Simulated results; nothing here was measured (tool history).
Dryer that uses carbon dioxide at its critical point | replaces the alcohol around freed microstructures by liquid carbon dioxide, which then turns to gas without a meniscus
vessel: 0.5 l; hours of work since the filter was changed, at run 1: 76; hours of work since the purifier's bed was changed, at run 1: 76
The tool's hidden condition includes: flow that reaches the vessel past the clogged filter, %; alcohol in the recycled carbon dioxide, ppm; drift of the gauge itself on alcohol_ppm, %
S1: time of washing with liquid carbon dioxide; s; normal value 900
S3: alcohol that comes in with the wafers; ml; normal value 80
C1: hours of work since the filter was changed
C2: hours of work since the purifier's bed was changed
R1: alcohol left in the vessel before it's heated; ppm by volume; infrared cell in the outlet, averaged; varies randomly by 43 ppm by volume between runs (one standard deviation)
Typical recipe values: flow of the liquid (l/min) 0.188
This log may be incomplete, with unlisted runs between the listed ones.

{"run": 1, "hour": 0.0, "S1": 900, "flow of the liquid (l/min)": 0.188, "S3": 80, "C1": 76, "C2": 76, "R1": 3124}
{"run": 2, "hour": 6.6, "S1": 900, "flow of the liquid (l/min)": 0.25, "S3": 80, "C1": 78, "C2": 78, "R1": 944}
{"run": 3, "hour": 15.1, "S1": 900, "flow of the liquid (l/min)": 0.309, "S3": 80, "C1": 81, "C2": 81, "R1": 332}
{"run": 4, "hour": 22.0, "S1": 900, "flow of the liquid (l/min)": 0.309, "S3": 80, "C1": 83, "C2": 83, "R1": 332}
{"run": 5, "hour": 29.8, "S1": 900, "flow of the liquid (l/min)": 0.309, "S3": 80, "C1": 85, "C2": 85, "R1": 329}
{"run": 6, "hour": 38.5, "S1": 600, "flow of the liquid (l/min)": 0.188, "S3": 80, "C1": 88, "C2": 88, "R1": 11819}
{"run": 7, "hour": 48.3, "S1": 600, "flow of the liquid (l/min)": 0.188, "S3": 80, "C1": 91, "C2": 91, "R1": 11554}
{"run": 8, "hour": 53.9, "S1": 900, "flow of the liquid (l/min)": 0.188, "S3": 67, "C1": 93, "C2": 93, "R1": 2648}
{"run": 9, "hour": 62.4, "S1": 900, "flow of the liquid (l/min)": 0.188, "S3": 111, "C1": 95, "C2": 95, "R1": 4395}
{"run": 10, "hour": 69.2, "S1": 900, "flow of the liquid (l/min)": 0.188, "S3": 111, "C1": 98, "C2": 98, "R1": 4329}
{"run": 11, "hour": 78.7, "S1": 900, "flow of the liquid (l/min)": 0.188, "S3": 111, "C1": 101, "C2": 101, "R1": 4470}
{"run": 12, "hour": 84.8, "S1": 900, "flow of the liquid (l/min)": 0.199, "S3": 80, "C1": 102, "C2": 102, "R1": 2591}
{"run": 13, "hour": 94.4, "S1": 900, "flow of the liquid (l/min)": 0.188, "S3": 80, "C1": 105, "C2": 105, "R1": 3133}
{"run": 14, "hour": 99.7, "S1": 900, "flow of the liquid (l/min)": 0.188, "S3": 80, "C1": 107, "C2": 107, "R1": 3175}
{"run": 15, "hour": 107.1, "S1": 660, "flow of the liquid (l/min)": 0.188, "S3": 80, "C1": 109, "C2": 109, "R1": 8993}
{"run": 16, "hour": 113.4, "S1": 660, "flow of the liquid (l/min)": 0.188, "S3": 80, "C1": 111, "C2": 111, "R1": 9170}
{"run": 17, "hour": 120.4, "S1": 900, "flow of the liquid (l/min)": 0.138, "S3": 80, "C1": 113, "C2": 113, "R1": 8727}
{"run": 18, "hour": 130.0, "S1": 900, "flow of the liquid (l/min)": 0.138, "S3": 80, "C1": 116, "C2": 116, "R1": 8675}
{"run": 19, "hour": 139.9, "S1": 900, "flow of the liquid (l/min)": 0.138, "S3": 80, "C1": 119, "C2": 119, "R1": 8610}
{"run": 20, "hour": 149.5, "S1": 600, "flow of the liquid (l/min)": 0.188, "S3": 80, "C1": 122, "C2": 122, "R1": 12071}
{"run": 21, "hour": 156.1, "S1": 900, "flow of the liquid (l/min)": 0.188, "S3": 80, "C1": 125, "C2": 125, "R1": 3268}
{"run": 22, "hour": 161.4, "S1": 900, "flow of the liquid (l/min)": 0.188, "S3": 80, "C1": 126, "C2": 126, "R1": 3260}
{"run": 23, "hour": 168.0, "S1": 900, "flow of the liquid (l/min)": 0.188, "S3": 80, "C1": 128, "C2": 128, "R1": 3294}
{"run": 24, "hour": 177.9, "S1": 900, "flow of the liquid (l/min)": 0.188, "S3": 80, "C1": 131, "C2": 131, "R1": 3254}
{"run": 25, "hour": 183.7, "S1": 840, "flow of the liquid (l/min)": 0.255, "S3": 40, "C1": 133, "C2": 133, "R1": 665}
{"run": 26, "hour": 194.3, "S1": 720, "flow of the liquid (l/min)": 0.122, "S3": 53, "C1": 136, "C2": 136, "R1": 13709}
{"run": 27, "hour": 203.6, "S1": 720, "flow of the liquid (l/min)": 0.122, "S3": 53, "C1": 139, "C2": 139, "R1": 13452}
{"run": 28, "hour": 209.0, "S1": 720, "flow of the liquid (l/min)": 0.122, "S3": 53, "C1": 141, "C2": 141, "R1": 13936}
{"run": 29, "hour": 217.6, "S1": 900, "flow of the liquid (l/min)": 0.113, "S3": 80, "C1": 144, "C2": 144, "R1": 14095}
{"run": 30, "hour": 226.6, "S1": 900, "flow of the liquid (l/min)": 0.178, "S3": 80, "C1": 146, "C2": 146, "R1": 3994}
{"run": 31, "hour": 237.3, "S1": 900, "flow of the liquid (l/min)": 0.178, "S3": 80, "C1": 150, "C2": 150, "R1": 4057}
{"run": 32, "hour": 243.4, "S1": 600, "flow of the liquid (l/min)": 0.188, "S3": 41, "C1": 152, "C2": 152, "R1": 6032}
{"run": 33, "hour": 252.9, "S1": 600, "flow of the liquid (l/min)": 0.188, "S3": 41, "C1": 154, "C2": 154, "R1": 6431}
{"run": 34, "hour": 260.0, "S1": 840, "flow of the liquid (l/min)": 0.119, "S3": 56, "C1": 157, "C2": 157, "R1": 10835}
{"run": 35, "hour": 269.3, "S1": 780, "flow of the liquid (l/min)": 0.314, "S3": 24, "C1": 160, "C2": 160, "R1": 272}
{"run": 36, "hour": 275.8, "S1": 1020, "flow of the liquid (l/min)": 0.139, "S3": 80, "C1": 162, "C2": 162, "R1": 5919}
{"run": 37, "hour": 286.1, "S1": 1020, "flow of the liquid (l/min)": 0.139, "S3": 80, "C1": 165, "C2": 165, "R1": 6010}
{"run": 38, "hour": 292.4, "S1": 1020, "flow of the liquid (l/min)": 0.139, "S3": 80, "C1": 167, "C2": 167, "R1": 5924}
{"run": 39, "hour": 301.7, "S1": 900, "flow of the liquid (l/min)": 0.188, "S3": 54, "C1": 170, "C2": 170, "R1": 2285}
{"run": 40, "hour": 311.6, "S1": 900, "flow of the liquid (l/min)": 0.188, "S3": 54, "C1": 173, "C2": 173, "R1": 2331}
{"run": 41, "hour": 319.4, "S1": 900, "flow of the liquid (l/min)": 0.188, "S3": 36, "C1": 175, "C2": 175, "R1": 1573}
{"run": 42, "hour": 325.3, "S1": 720, "flow of the liquid (l/min)": 0.194, "S3": 30, "C1": 177, "C2": 177, "R1": 2551}
{"run": 43, "hour": 332.7, "S1": 900, "flow of the liquid (l/min)": 0.19, "S3": 80, "C1": 179, "C2": 179, "R1": 3262}
{"run": 44, "hour": 339.7, "S1": 1260, "flow of the liquid (l/min)": 0.145, "S3": 30, "C1": 181, "C2": 181, "R1": 942}
{"run": 45, "hour": 344.1, "S1": 1320, "flow of the liquid (l/min)": 0.25, "S3": 51, "C1": 183, "C2": 183, "R1": 131}
{"run": 46, "hour": 353.5, "S1": 1320, "flow of the liquid (l/min)": 0.121, "S3": 51, "C1": 186, "C2": 186, "R1": 2467}
{"run": 47, "hour": 360.9, "S1": 600, "flow of the liquid (l/min)": 0.2, "S3": 65, "C1": 188, "C2": 188, "R1": 8369}

Some steps in R1, run to run, broken into two amounts with sign: the step expected even without the hidden condition (settings, incoming material, random variation), and the rest, left for the hidden condition together with whatever gauge scatter is not in both the measured and the hidden-condition-free result:
Run 5 -> 6: S1 900 -> 600, flow of the liquid (l/min) 0.309 -> 0.188. R1 +11490 ppm by volume: hidden state +662, all else +10828.
Run 25 -> 26: S1 840 -> 720, flow of the liquid (l/min) 0.255 -> 0.122, S3 40 -> 53. R1 +13044 ppm by volume: hidden state +812, all else +12232.
Run 34 -> 35: S1 840 -> 780, flow of the liquid (l/min) 0.119 -> 0.314, S3 56 -> 24. R1 -10563 ppm by volume: hidden state -855, all else -9708.

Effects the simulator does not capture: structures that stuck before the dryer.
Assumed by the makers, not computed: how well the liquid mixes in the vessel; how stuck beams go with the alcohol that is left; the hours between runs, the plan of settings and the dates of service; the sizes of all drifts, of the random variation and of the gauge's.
